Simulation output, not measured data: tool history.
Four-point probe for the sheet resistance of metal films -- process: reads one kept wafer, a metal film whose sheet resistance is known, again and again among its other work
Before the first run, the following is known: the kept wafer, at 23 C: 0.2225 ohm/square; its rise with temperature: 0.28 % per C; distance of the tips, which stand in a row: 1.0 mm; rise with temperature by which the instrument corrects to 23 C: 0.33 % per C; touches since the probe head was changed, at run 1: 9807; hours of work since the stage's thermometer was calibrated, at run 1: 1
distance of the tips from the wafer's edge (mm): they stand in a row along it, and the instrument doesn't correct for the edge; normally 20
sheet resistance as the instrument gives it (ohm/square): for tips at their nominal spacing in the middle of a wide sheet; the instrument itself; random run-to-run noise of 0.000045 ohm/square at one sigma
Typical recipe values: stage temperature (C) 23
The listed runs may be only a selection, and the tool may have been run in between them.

run,hour,stage temperature (C),distance of the tips from the wafer's edge (mm),touches since the probe head was changed,hours of work since the stage's thermometer was calibrated,sheet resistance as the instrument gives it (ohm/square)
1,0,23,20,9807,1,0.223187
2,22,23,20,10985,15,0.22321
3,54.1,23,20,12705,36,0.223119
4,97.4,23,20,15023,64,0.223347
5,116,23,20,16020,76,0.223181
6,141.1,23,20,17365,92,0.223163
7,168.8,23,20,18850,110,0.22327
8,209.8,23,20,21046,136,0.223303
9,249.4,23,20,23171,162,0.223294
10,274.5,23,20,24514,178,0.223432
11,295.2,23,20,25622,191,0.223447
12,313.4,23,20,26597,203,0.223393
13,339.5,23,20,27997,219,0.223463
14,362,23,20,29200,234,0.22342
15,382.3,23,20,30290,247,0.223464
16,403.3,23,20,31416,260,0.223473
17,441.4,23,20,33454,285,0.223568
18,474.5,23,6,35228,306,0.226506
19,504,23,6,36810,325,0.226639
20,543,23,6,38899,350,0.226545
21,584.6,23,6,41130,377,0.226622
22,604.1,23,6,42175,389,0.226689
23,641.4,23,6,44171,413,0.226684
24,678.9,30,6,46183,437,0.22604
25,704.4,35,59,47549,454,0.222286
26,736.8,27,32,49281,475,0.223181
27,754.9,27,32,50255,486,0.223207
28,793.2,19,47,52306,511,0.223937
29,828.6,30,6,54203,534,0.226143
30,867.4,30,6,56282,559,0.226157
31,912.2,30,5,58678,587,0.227606
32,953.6,30,5,60898,614,0.227645
33,977.3,30,5,62168,629,0.227768
34,995.5,28,5,63142,641,0.227977
35,1034.7,28,5,65245,666,0.227911
36,1054.5,33,14,66303,679,0.223404
37,1098.5,27,15,68660,707,0.223968

Pick out some run-to-run changes in sheet resistance as the instrument gives it (ohm/square). Of each, how much would a tool without hidden state show as well, from the settings, what came in and chance, and how much is left for the hidden state and any gauge scatter not in both results compared?
The tool's hidden condition here consists of: inner tips' distance over the nominal, %; tips' flats over new ones', %; wafer's true temperature over the reading, C; drift of the gauge itself on sheet_ohm, %.
Run 17 -> 18: distance of the tips from the wafer's edge (mm) 20 -> 6. sheet resistance as the instrument gives it (ohm/square) +0.002938: hidden state +0.000038, all else +0.0029.
Run 24 -> 25: stage temperature (C) 30 -> 35, distance of the tips from the wafer's edge (mm) 6 -> 59. sheet resistance as the instrument gives it (ohm/square) -0.003754: hidden state +0.000008, all else -0.003762.
Run 27 -> 28: stage temperature (C) 27 -> 19, distance of the tips from the wafer's edge (mm) 32 -> 47. sheet resistance as the instrument gives it (ohm/square) +0.00073: hidden state +0.000044, all else +0.000686.
Run 30 -> 31: distance of the tips from the wafer's edge (mm) 6 -> 5. sheet resistance as the instrument gives it (ohm/square) +0.001449: hidden state +0.000048, all else +0.001401.
Run 35 -> 36: stage temperature (C) 28 -> 33, distance of the tips from the wafer's edge (mm) 5 -> 14. sheet resistance as the instrument gives it (ohm/square) -0.004507: hidden state -0.000007, all else -0.0045.
Run 36 -> 37: stage temperature (C) 33 -> 27, distance of the tips from the wafer's edge (mm) 14 -> 15. sheet resistance as the instrument gives it (ohm/square) +0.000564: hidden state +0.000047, all else +0.000517.
